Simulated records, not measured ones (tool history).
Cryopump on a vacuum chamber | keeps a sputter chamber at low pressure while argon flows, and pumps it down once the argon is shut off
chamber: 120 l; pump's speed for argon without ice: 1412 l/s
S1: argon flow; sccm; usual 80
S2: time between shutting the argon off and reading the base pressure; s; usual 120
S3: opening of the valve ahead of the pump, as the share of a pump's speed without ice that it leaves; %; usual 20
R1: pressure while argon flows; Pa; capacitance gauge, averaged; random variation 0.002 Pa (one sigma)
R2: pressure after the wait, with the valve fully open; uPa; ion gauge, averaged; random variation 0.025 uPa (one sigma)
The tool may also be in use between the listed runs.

run 1 day=0.000 | S1=80 S2=120 S3=20 | R1=0.5230 R2=1.50
run 2 day=2.596 | S1=80 S2=120 S3=20 | R1=0.4827 R2=1.29
run 3 day=6.688 | S1=80 S2=120 S3=20 | R1=0.4866 R2=1.41
run 4 day=10.038 | S1=80 S2=120 S3=20 | R1=0.4971 R2=1.52
run 5 day=11.967 | S1=80 S2=120 S3=20 | R1=0.5009 R2=1.61
run 6 day=14.112 | S1=53 S2=120 S3=20 | R1=0.3371 R2=1.67
run 7 day=17.062 | S1=118 S2=120 S3=20 | R1=0.7652 R2=1.74
run 8 day=21.304 | S1=97 S2=120 S3=20 | R1=0.6470 R2=1.99
run 9 day=24.762 | S1=97 S2=120 S3=20 | R1=0.5878 R2=1.63
run 10 day=27.488 | S1=97 S2=120 S3=20 | R1=0.5924 R2=1.70
run 11 day=31.400 | S1=97 S2=120 S3=20 | R1=0.6047 R2=1.81
run 12 day=34.429 | S1=80 S2=40 S3=20 | R1=0.5091 R2=3.40
run 13 day=37.075 | S1=80 S2=40 S3=20 | R1=0.5169 R2=3.52
run 14 day=39.879 | S1=80 S2=40 S3=20 | R1=0.5215 R2=3.61
run 15 day=44.042 | S1=80 S2=40 S3=20 | R1=0.4836 R2=3.40
run 16 day=47.450 | S1=80 S2=40 S3=20 | R1=0.4876 R2=3.50
run 17 day=49.442 | S1=80 S2=40 S3=20 | R1=0.4901 R2=3.53
run 18 day=53.050 | S1=80 S2=35 S3=20 | R1=0.4990 R2=3.90
run 19 day=56.967 | S1=49 S2=48 S3=48 | R1=0.1406 R2=3.54
run 20 day=59.829 | S1=97 S2=49 S3=29 | R1=0.4460 R2=3.64
run 21 day=63.421 | S1=97 S2=49 S3=29 | R1=0.4608 R2=3.89
run 22 day=66.671 | S1=97 S2=49 S3=29 | R1=0.4085 R2=3.19
run 23 day=69.492 | S1=80 S2=62 S3=20 | R1=0.4934 R2=2.99
run 24 day=73.721 | S1=80 S2=62 S3=20 | R1=0.4998 R2=3.13
run 25 day=76.658 | S1=80 S2=62 S3=20 | R1=0.5100 R2=3.29
run 26 day=80.525 | S1=45 S2=120 S3=20 | R1=0.2921 R2=2.87
run 27 day=83.467 | S1=45 S2=120 S3=20 | R1=0.2977 R2=3.05
run 28 day=86.738 | S1=48 S2=120 S3=45 | R1=0.1313 R2=2.43
run 29 day=89.975 | S1=37 S2=49 S3=23 | R1=0.2000 R2=3.70
run 30 day=92.762 | S1=83 S2=120 S3=29 | R1=0.3588 R2=2.76
run 31 day=95.408 | S1=49 S2=32 S3=40 | R1=0.1615 R2=4.87
run 32 day=97.404 | S1=135 S2=120 S3=50 | R1=0.3709 R2=2.91
run 33 day=101.462 | S1=135 S2=120 S3=50 | R1=0.3897 R2=3.25

Taken out of this log: 5 entries between the listed runs. Where each belongs, and how the hidden state differs across it:
Between runs 1 and 2: pump warmed up, emptied and cooled again (day 1.458)
  pump's speed, % of a pump's without ice: 68 -> 97.9; cold plate's temperature, K: 12.91 -> 12.92; leak into the chamber, uPa l/s: 747 -> 786
  measured less the result without the state, R1: +0.0474 -> +0.0039 Pa; R2: +0.58 -> +0.37 uPa
Between runs 8 and 9: pump warmed up, emptied and cooled again (day 22.475)
  pump's speed, % of a pump's without ice: 65.8 -> 95.6; cold plate's temperature, K: 13 -> 13.02; leak into the chamber, uPa l/s: 1122 -> 1176
  measured less the result without the state, R1: +0.0641 -> +0.0078 Pa; R2: +1.03 -> +0.67 uPa
Between runs 14 and 15: pump warmed up, emptied and cooled again (day 43.367)
  pump's speed, % of a pump's without ice: 69.9 -> 98.6; cold plate's temperature, K: 13.08 -> 13.09; leak into the chamber, uPa l/s: 1449 -> 1514
  measured less the result without the state, R1: +0.0441 -> +0.0035 Pa; R2: +1.24 -> +0.92 uPa
Between runs 21 and 22: pump warmed up, emptied and cooled again (day 64.162)
  pump's speed, % of a pump's without ice: 66.7 -> 95.2; cold plate's temperature, K: 13.17 -> 13.19; leak into the chamber, uPa l/s: 1849 -> 1897
  measured less the result without the state, R1: +0.0619 -> +0.0089 Pa; R2: +1.83 -> +1.22 uPa
Between runs 27 and 28: pump warmed up, emptied and cooled again (day 85.021)
  pump's speed, % of a pump's without ice: 67.7 -> 96.6; cold plate's temperature, K: 13.26 -> 13.27; leak into the chamber, uPa l/s: 2191 -> 2249
  measured less the result without the state, R1: +0.0279 -> +0.0036 Pa; R2: +2.12 -> +1.49 uPa
